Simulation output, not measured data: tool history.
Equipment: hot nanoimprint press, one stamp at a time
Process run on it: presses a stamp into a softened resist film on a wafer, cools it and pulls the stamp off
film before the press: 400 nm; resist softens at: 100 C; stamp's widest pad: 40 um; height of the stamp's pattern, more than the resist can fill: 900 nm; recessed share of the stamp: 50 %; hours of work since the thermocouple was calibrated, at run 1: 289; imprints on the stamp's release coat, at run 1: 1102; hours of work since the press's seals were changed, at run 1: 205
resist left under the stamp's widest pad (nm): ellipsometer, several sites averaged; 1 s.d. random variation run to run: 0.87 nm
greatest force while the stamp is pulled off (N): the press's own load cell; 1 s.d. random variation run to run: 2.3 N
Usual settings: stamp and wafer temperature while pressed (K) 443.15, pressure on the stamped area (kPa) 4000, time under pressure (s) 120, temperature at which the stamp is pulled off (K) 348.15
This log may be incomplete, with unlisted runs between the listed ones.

run,hour,stamp and wafer temperature while pressed (K),pressure on the stamped area (kPa),time under pressure (s),temperature at which the stamp is pulled off (K),hours of work since the thermocouple was calibrated,imprints on the stamp's release coat,hours of work since the press's seals were changed,resist left under the stamp's widest pad (nm),greatest force while the stamp is pulled off (N)
1,0.0,443.15,4000,120,348.15,289,1102,205,195.5,148
2,50.0,443.15,4000,120,348.15,317,1206,233,195.4,142
3,135.2,443.15,4000,120,348.15,363,1384,279,196.2,150
# hour 142.3: plate thermocouple calibrated
4,202.8,443.15,4000,120,348.15,33,1518,315,194.0,151
5,281.2,443.15,4000,120,348.15,76,1681,357,195.0,147
# hour 310.8: stamp cleaned and given a new release coat
6,370.5,443.15,4000,120,348.15,121,124,403,197.0,150
7,452.5,432.15,4000,120,348.15,166,295,448,295.2,149
8,490.7,433.15,4000,120,348.15,187,374,469,284.6,152
9,530.2,443.15,4000,120,342.15,209,456,490,198.0,171
10,606.8,443.15,4000,120,342.15,251,616,532,195.9,174
11,681.7,445.15,3550,120,348.15,292,772,573,189.6,146

Expected results for the next run?
12,762.6,445.15,3550,120,348.15,336,940,617,?,?

Logged for run 12: resist left under the stamp's widest pad (nm) 190.2, greatest force while the stamp is pulled off (N) 148.
If the tool had no hidden condition, the same run with the same run-to-run variation would have returned resist left under the stamp's widest pad (nm) 187.8, greatest force while the stamp is pulled off (N) 147.
